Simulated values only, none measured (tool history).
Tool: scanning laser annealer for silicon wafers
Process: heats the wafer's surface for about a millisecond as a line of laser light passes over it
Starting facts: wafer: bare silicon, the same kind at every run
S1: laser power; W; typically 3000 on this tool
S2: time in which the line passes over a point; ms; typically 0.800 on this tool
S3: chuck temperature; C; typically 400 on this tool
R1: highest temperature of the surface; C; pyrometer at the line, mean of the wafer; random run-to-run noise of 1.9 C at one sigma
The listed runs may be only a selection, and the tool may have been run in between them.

{"run": 1, "hour": 0.0, "S1": 3000, "S2": 0.8, "S3": 400, "R1": 1231}
{"run": 2, "hour": 8.3, "S1": 2821, "S2": 0.8, "S3": 400, "R1": 1172}
{"run": 3, "hour": 19.8, "S1": 2821, "S2": 0.8, "S3": 400, "R1": 1173}
{"run": 4, "hour": 31.0, "S1": 2821, "S2": 0.8, "S3": 400, "R1": 1170}
{"run": 5, "hour": 37.7, "S1": 2808, "S2": 0.8, "S3": 400, "R1": 1168}
{"run": 6, "hour": 49.4, "S1": 2808, "S2": 0.8, "S3": 400, "R1": 1170}
{"run": 7, "hour": 60.9, "S1": 2808, "S2": 0.8, "S3": 400, "R1": 1170}
{"hour": 66.6, "done": "optics aligned, line set to its width"}
{"run": 8, "hour": 76.4, "S1": 2808, "S2": 0.8, "S3": 400, "R1": 1171}
{"run": 9, "hour": 89.2, "S1": 3000, "S2": 0.676, "S3": 400, "R1": 1155}
{"run": 10, "hour": 99.5, "S1": 3000, "S2": 0.9, "S3": 400, "R1": 1282}
{"run": 11, "hour": 111.9, "S1": 3000, "S2": 0.8, "S3": 435, "R1": 1260}
{"run": 12, "hour": 118.8, "S1": 3000, "S2": 0.8, "S3": 435, "R1": 1263}
{"run": 13, "hour": 130.1, "S1": 3032, "S2": 0.8, "S3": 435, "R1": 1273}
{"run": 14, "hour": 142.9, "S1": 3032, "S2": 0.8, "S3": 435, "R1": 1272}
{"run": 15, "hour": 148.2, "S1": 3000, "S2": 0.8, "S3": 400, "R1": 1226}
{"run": 16, "hour": 161.0, "S1": 3000, "S2": 0.8, "S3": 400, "R1": 1227}
{"run": 17, "hour": 166.3, "S1": 3000, "S2": 0.8, "S3": 400, "R1": 1228}
{"run": 18, "hour": 178.8, "S1": 3000, "S2": 0.8, "S3": 400, "R1": 1229}
{"run": 19, "hour": 186.6, "S1": 3000, "S2": 0.8, "S3": 400, "R1": 1230}
{"run": 20, "hour": 193.9, "S1": 3000, "S2": 0.8, "S3": 400, "R1": 1228}
{"run": 21, "hour": 205.2, "S1": 3189, "S2": 0.8, "S3": 400, "R1": 1281}
{"run": 22, "hour": 210.9, "S1": 2772, "S2": 0.704, "S3": 400, "R1": 1110}
{"run": 23, "hour": 220.3, "S1": 2772, "S2": 0.704, "S3": 400, "R1": 1112}
{"run": 24, "hour": 230.2, "S1": 3000, "S2": 0.8, "S3": 387, "R1": 1213}
{"run": 25, "hour": 241.4, "S1": 3171, "S2": 0.742, "S3": 365, "R1": 1211}
{"hour": 247.2, "done": "window over the wafer cleaned"}
{"run": 26, "hour": 249.1, "S1": 3110, "S2": 0.742, "S3": 412, "R1": 1241}
{"run": 27, "hour": 261.4, "S1": 2865, "S2": 0.7, "S3": 373, "R1": 1107}
{"run": 28, "hour": 271.8, "S1": 3000, "S2": 0.732, "S3": 400, "R1": 1192}
{"run": 29, "hour": 283.7, "S1": 3000, "S2": 0.732, "S3": 400, "R1": 1194}
{"run": 30, "hour": 293.6, "S1": 3000, "S2": 0.732, "S3": 400, "R1": 1193}
{"run": 31, "hour": 299.1, "S1": 3000, "S2": 0.807, "S3": 385, "R1": 1218}
{"run": 32, "hour": 310.8, "S1": 3001, "S2": 0.925, "S3": 378, "R1": 1269}
{"run": 33, "hour": 320.4, "S1": 2674, "S2": 0.72, "S3": 434, "R1": 1125}
{"run": 34, "hour": 329.1, "S1": 2928, "S2": 0.747, "S3": 399, "R1": 1176}
{"run": 35, "hour": 334.5, "S1": 2934, "S2": 0.747, "S3": 363, "R1": 1145}
{"run": 36, "hour": 340.6, "S1": 3000, "S2": 0.831, "S3": 399, "R1": 1243}
{"run": 37, "hour": 350.1, "S1": 2761, "S2": 0.638, "S3": 437, "R1": 1109}
{"run": 38, "hour": 357.7, "S1": 2761, "S2": 0.638, "S3": 437, "R1": 1109}
{"run": 39, "hour": 367.7, "S1": 2761, "S2": 0.638, "S3": 437, "R1": 1109}
{"run": 40, "hour": 376.2, "S1": 3282, "S2": 0.949, "S3": 400, "R1": 1401}
{"run": 41, "hour": 382.1, "S1": 2968, "S2": 0.826, "S3": 429, "R1": 1262}

Consider 4 possible next runs. They are alternatives, not a sequence: every one starts from the tool as it was left by run 41. What does each give?
{"run": "A", "hour": 388.4, "S1": 3195, "S2": 0.684, "S3": 400, "R1": "?"}
{"run": "B", "hour": 388.4, "S1": 2988, "S2": 0.829, "S3": 400, "R1": "?"}
{"run": "C", "hour": 388.4, "S1": 2968, "S2": 0.62, "S3": 429, "R1": "?"}
{"run": "D", "hour": 388.4, "S1": 3189, "S2": 0.889, "S3": 396, "R1": "?"}

run=A R1=1216
run=B R1=1240
run=C R1=1150
run=D R1=1331
With no hidden state in the tool, these same runs would have given:
run=A R1=1216
run=B R1=1240
run=C R1=1151
run=D R1=1332

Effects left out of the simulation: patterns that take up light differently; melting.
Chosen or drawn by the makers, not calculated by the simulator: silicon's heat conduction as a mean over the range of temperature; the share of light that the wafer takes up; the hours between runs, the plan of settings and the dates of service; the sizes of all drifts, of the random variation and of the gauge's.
